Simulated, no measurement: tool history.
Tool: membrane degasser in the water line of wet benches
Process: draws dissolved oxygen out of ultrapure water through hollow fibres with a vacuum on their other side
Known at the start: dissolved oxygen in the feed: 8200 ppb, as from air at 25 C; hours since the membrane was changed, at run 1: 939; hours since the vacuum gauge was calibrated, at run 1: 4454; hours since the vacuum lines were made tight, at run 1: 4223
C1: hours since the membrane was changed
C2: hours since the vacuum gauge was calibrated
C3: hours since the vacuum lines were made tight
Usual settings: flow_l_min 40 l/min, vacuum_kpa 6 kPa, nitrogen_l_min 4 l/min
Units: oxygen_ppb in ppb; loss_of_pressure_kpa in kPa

run 1 day=0 | flow_l_min=40 vacuum_kpa=6 nitrogen_l_min=4 | C1=939 C2=4454 C3=4223 | oxygen_ppb=79.4 loss_of_pressure_kpa=56.45
run 2 day=1.108 | flow_l_min=40 vacuum_kpa=6 nitrogen_l_min=4 | C1=966 C2=4480 C3=4250 | oxygen_ppb=77.7 loss_of_pressure_kpa=56.16
run 3 day=2.717 | flow_l_min=40 vacuum_kpa=6 nitrogen_l_min=7.99 | C1=1004 C2=4519 C3=4288 | oxygen_ppb=46.3 loss_of_pressure_kpa=56.2
run 4 day=4.275 | flow_l_min=40 vacuum_kpa=6 nitrogen_l_min=7.99 | C1=1042 C2=4556 C3=4326 | oxygen_ppb=46.7 loss_of_pressure_kpa=56.3
run 5 day=5.183 | flow_l_min=40 vacuum_kpa=6 nitrogen_l_min=7.99 | C1=1063 C2=4578 C3=4347 | oxygen_ppb=46.5 loss_of_pressure_kpa=56.04
run 6 day=6.221 | flow_l_min=40 vacuum_kpa=6 nitrogen_l_min=7.99 | C1=1088 C2=4603 C3=4372 | oxygen_ppb=46.5 loss_of_pressure_kpa=56.07
run 7 day=7.225 | flow_l_min=40 vacuum_kpa=6 nitrogen_l_min=7.99 | C1=1112 C2=4627 C3=4396 | oxygen_ppb=46.9 loss_of_pressure_kpa=56.98
run 8 day=9.054 | flow_l_min=40 vacuum_kpa=6 nitrogen_l_min=7.99 | C1=1156 C2=4671 C3=4440 | oxygen_ppb=46.7 loss_of_pressure_kpa=56.16
run 9 day=10.062 | flow_l_min=40 vacuum_kpa=6 nitrogen_l_min=7.99 | C1=1181 C2=4695 C3=4465 | oxygen_ppb=47.4 loss_of_pressure_kpa=56.36
run 10 day=12.008 | flow_l_min=59 vacuum_kpa=6 nitrogen_l_min=4 | C1=1227 C2=4742 C3=4511 | oxygen_ppb=120.3 loss_of_pressure_kpa=83.45
run 11 day=13.912 | flow_l_min=59 vacuum_kpa=6 nitrogen_l_min=4 | C1=1273 C2=4788 C3=4557 | oxygen_ppb=122.4 loss_of_pressure_kpa=83.82
run 12 day=15.396 | flow_l_min=40 vacuum_kpa=6 nitrogen_l_min=4 | C1=1308 C2=4823 C3=4593 | oxygen_ppb=78.4 loss_of_pressure_kpa=56.8
run 13 day=16.492 | flow_l_min=40 vacuum_kpa=6 nitrogen_l_min=4 | C1=1335 C2=4850 C3=4619 | oxygen_ppb=78.1 loss_of_pressure_kpa=56.77
run 14 day=18.358 | flow_l_min=40 vacuum_kpa=6 nitrogen_l_min=4 | C1=1380 C2=4894 C3=4664 | oxygen_ppb=78.4 loss_of_pressure_kpa=57.1
run 15 day=19.658 | flow_l_min=40 vacuum_kpa=6 nitrogen_l_min=4 | C1=1411 C2=4926 C3=4695 | oxygen_ppb=77.8 loss_of_pressure_kpa=56.85
run 16 day=21.454 | flow_l_min=40 vacuum_kpa=6 nitrogen_l_min=4 | C1=1454 C2=4969 C3=4738 | oxygen_ppb=77.3 loss_of_pressure_kpa=57.14
run 17 day=23.217 | flow_l_min=27 vacuum_kpa=6 nitrogen_l_min=4 | C1=1496 C2=5011 C3=4780 | oxygen_ppb=50 loss_of_pressure_kpa=38.61
run 18 day=24.304 | flow_l_min=41 vacuum_kpa=3.62 nitrogen_l_min=5.25 | C1=1522 C2=5037 C3=4806 | oxygen_ppb=20.8 loss_of_pressure_kpa=58.75
run 19 day=25.742 | flow_l_min=41 vacuum_kpa=3.62 nitrogen_l_min=5.25 | C1=1557 C2=5072 C3=4841 | oxygen_ppb=21.4 loss_of_pressure_kpa=58.88
-- day=26.633 vacuum gauge calibrated
run 20 day=26.904 | flow_l_min=34 vacuum_kpa=6 nitrogen_l_min=4 | C1=1584 C2=6 C3=4868 | oxygen_ppb=65.8 loss_of_pressure_kpa=48.2
run 21 day=28.075 | flow_l_min=34 vacuum_kpa=6 nitrogen_l_min=3.57 | C1=1612 C2=35 C3=4896 | oxygen_ppb=71.2 loss_of_pressure_kpa=48.52
run 22 day=29 | flow_l_min=42 vacuum_kpa=4.33 nitrogen_l_min=11.43 | C1=1635 C2=57 C3=4919 | oxygen_ppb=24.3 loss_of_pressure_kpa=60.63
run 23 day=30.333 | flow_l_min=40 vacuum_kpa=14.43 nitrogen_l_min=4 | C1=1666 C2=89 C3=4951 | oxygen_ppb=268.5 loss_of_pressure_kpa=57.28
run 24 day=31.438 | flow_l_min=40 vacuum_kpa=14.43 nitrogen_l_min=4 | C1=1693 C2=115 C3=4977 | oxygen_ppb=269.1 loss_of_pressure_kpa=57.2
run 25 day=32.267 | flow_l_min=40 vacuum_kpa=14.43 nitrogen_l_min=4 | C1=1713 C2=135 C3=4997 | oxygen_ppb=269.8 loss_of_pressure_kpa=57.5
run 26 day=33.675 | flow_l_min=30 vacuum_kpa=9.51 nitrogen_l_min=8.57 | C1=1747 C2=169 C3=5031 | oxygen_ppb=60.5 loss_of_pressure_kpa=43.23
run 27 day=35.333 | flow_l_min=40 vacuum_kpa=6 nitrogen_l_min=1.78 | C1=1786 C2=209 C3=5071 | oxygen_ppb=148.4 loss_of_pressure_kpa=57.24
-- day=36.7 gauge calibrated
run 28 day=37.008 | flow_l_min=40 vacuum_kpa=6 nitrogen_l_min=3.09 | C1=1827 C2=249 C3=5111 | oxygen_ppb=95 loss_of_pressure_kpa=56
run 29 day=38.562 | flow_l_min=59 vacuum_kpa=9.22 nitrogen_l_min=8.13 | C1=1864 C2=286 C3=5148 | oxygen_ppb=129.6 loss_of_pressure_kpa=83.25
run 30 day=39.558 | flow_l_min=38 vacuum_kpa=9.22 nitrogen_l_min=10.17 | C1=1888 C2=310 C3=5172 | oxygen_ppb=65.8 loss_of_pressure_kpa=53.68
run 31 day=40.467 | flow_l_min=40 vacuum_kpa=8.2 nitrogen_l_min=2.51 | C1=1910 C2=332 C3=5194 | oxygen_ppb=191.1 loss_of_pressure_kpa=56.16
run 32 day=41.254 | flow_l_min=40 vacuum_kpa=8.2 nitrogen_l_min=2.51 | C1=1929 C2=351 C3=5213 | oxygen_ppb=191.9 loss_of_pressure_kpa=56.05

Forecast each of these 4 alternatives for the next run:
run A day=42.954 | flow_l_min=52 vacuum_kpa=8.2 nitrogen_l_min=3.5 | C1=1969 C2=392 C3=5253 | oxygen_ppb=? loss_of_pressure_kpa=?
run B day=42.954 | flow_l_min=45 vacuum_kpa=4.62 nitrogen_l_min=2.33 | C1=1969 C2=392 C3=5253 | oxygen_ppb=? loss_of_pressure_kpa=?
run C day=42.954 | flow_l_min=36 vacuum_kpa=3.72 nitrogen_l_min=4 | C1=1969 C2=392 C3=5253 | oxygen_ppb=? loss_of_pressure_kpa=?
run D day=42.954 | flow_l_min=40 vacuum_kpa=7.8 nitrogen_l_min=5.74 | C1=1969 C2=392 C3=5253 | oxygen_ppb=? loss_of_pressure_kpa=?

run=A oxygen_ppb=187.6 loss_of_pressure_kpa=73.46
run=B oxygen_ppb=78.2 loss_of_pressure_kpa=63.3
run=C oxygen_ppb=21.1 loss_of_pressure_kpa=50.86
run=D oxygen_ppb=87.7 loss_of_pressure_kpa=56.72
Without the tool's hidden state the same runs would have given:
run=A oxygen_ppb=187.5 loss_of_pressure_kpa=73.11
run=B oxygen_ppb=78.1 loss_of_pressure_kpa=63
run=C oxygen_ppb=21.1 loss_of_pressure_kpa=50.62
run=D oxygen_ppb=87.7 loss_of_pressure_kpa=56.46
